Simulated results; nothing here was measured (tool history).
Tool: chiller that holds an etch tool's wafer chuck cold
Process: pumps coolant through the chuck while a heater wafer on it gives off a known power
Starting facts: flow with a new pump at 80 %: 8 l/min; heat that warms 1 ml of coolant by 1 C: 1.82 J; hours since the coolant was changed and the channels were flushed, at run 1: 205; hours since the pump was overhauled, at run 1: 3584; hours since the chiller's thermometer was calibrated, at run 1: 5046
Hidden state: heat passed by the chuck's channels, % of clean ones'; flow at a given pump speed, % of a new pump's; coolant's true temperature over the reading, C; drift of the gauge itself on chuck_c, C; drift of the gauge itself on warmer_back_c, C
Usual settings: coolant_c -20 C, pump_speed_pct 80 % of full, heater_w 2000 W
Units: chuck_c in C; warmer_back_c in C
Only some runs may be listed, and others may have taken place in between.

run	hour	coolant_c	pump_speed_pct	heater_w	hours since the coolant was changed and the channels were flushed	hours since the pump was overhauled	hours since the chiller's thermometer was calibrated	chuck_c	warmer_back_c
1	0.0	-20	80	2000	205	3584	5046	-4.0	8.49
2	88.2	-20	80	2000	293	3672	5134	-3.7	8.54
3	152.6	-20	80	2000	358	3737	5199	-3.9	8.50
4	219.8	-20	80	2000	425	3804	5266	-4.0	8.57
5	285.4	-20	80	2000	490	3870	5332	-3.9	8.50
6	345.8	-20	80	2000	551	3930	5392	-3.8	8.54
# hour 392.6: chiller's thermometer calibrated
7	394.4	-20	80	2129	598	3978	2	-3.0	9.12
8	450.3	-20	80	2129	654	4033	58	-3.0	9.19
9	494.5	-20	80	2129	699	4078	102	-3.0	9.17
10	543.9	-20	80	1259	748	4127	151	-10.0	5.39
11	610.0	-20	99	2000	814	4193	217	-6.3	6.95
12	656.8	-20	99	2000	861	4240	264	-6.4	6.96
13	749.3	-20	99	2000	953	4332	357	-6.4	6.97
14	818.0	-20	99	2000	1022	4401	425	-6.0	6.94
15	890.7	-18	80	2000	1095	4474	498	-1.6	8.62
16	960.9	-29	80	2000	1165	4544	568	-12.7	8.66
17	1004.4	-29	88	2843	1208	4588	612	-7.5	11.13
18	1068.2	-29	88	2843	1272	4651	676	-7.2	11.08
19	1154.8	-15	61	1405	1359	4738	762	-0.8	7.96
20	1242.4	-15	61	1405	1446	4826	850	-0.8	7.97
21	1333.5	-15	61	1405	1538	4917	941	-0.8	7.96
22	1400.1	-15	61	1405	1604	4983	1008	-0.6	7.98
23	1492.4	-15	61	1405	1696	5076	1100	-0.5	7.94
24	1583.3	-20	67	1316	1787	5166	1191	-7.5	6.81
25	1648.6	-20	80	1682	1853	5232	1256	-5.9	7.30
26	1728.1	-23	86	1682	1932	5311	1335	-9.5	6.80
27	1784.0	-13	80	2000	1988	5367	1391	3.7	8.72
28	1872.2	-15	80	2949	2076	5455	1480	9.9	12.89
29	1915.9	-20	61	2000	2120	5499	1523	0.7	11.46
30	1992.6	-20	61	2000	2197	5576	1600	0.7	11.47
31	2033.2	-22	93	2000	2237	5616	1641	-6.8	7.51

Consider 4 possible next runs. They are alternatives, not a sequence: every one starts from the tool as it was left by run 31. What does each give?
A	2120.8	-20	70	1540	2325	5704	1728	?	?
B	2120.8	-17	81	2315	2325	5704	1728	?	?
C	2120.8	-20	69	1046	2325	5704	1728	?	?
D	2120.8	-22	93	2115	2325	5704	1728	?	?

run	chuck_c	warmer_back_c
A	-5.6	7.73
B	2.5	10.01
C	-9.9	5.32
D	-5.9	7.92
Stripped of hidden state, with their random variation kept, the same runs would have yielded:
run	chuck_c	warmer_back_c
A	-7.2	7.28
B	0.4	9.43
C	-11.0	5.01
D	-7.7	7.46
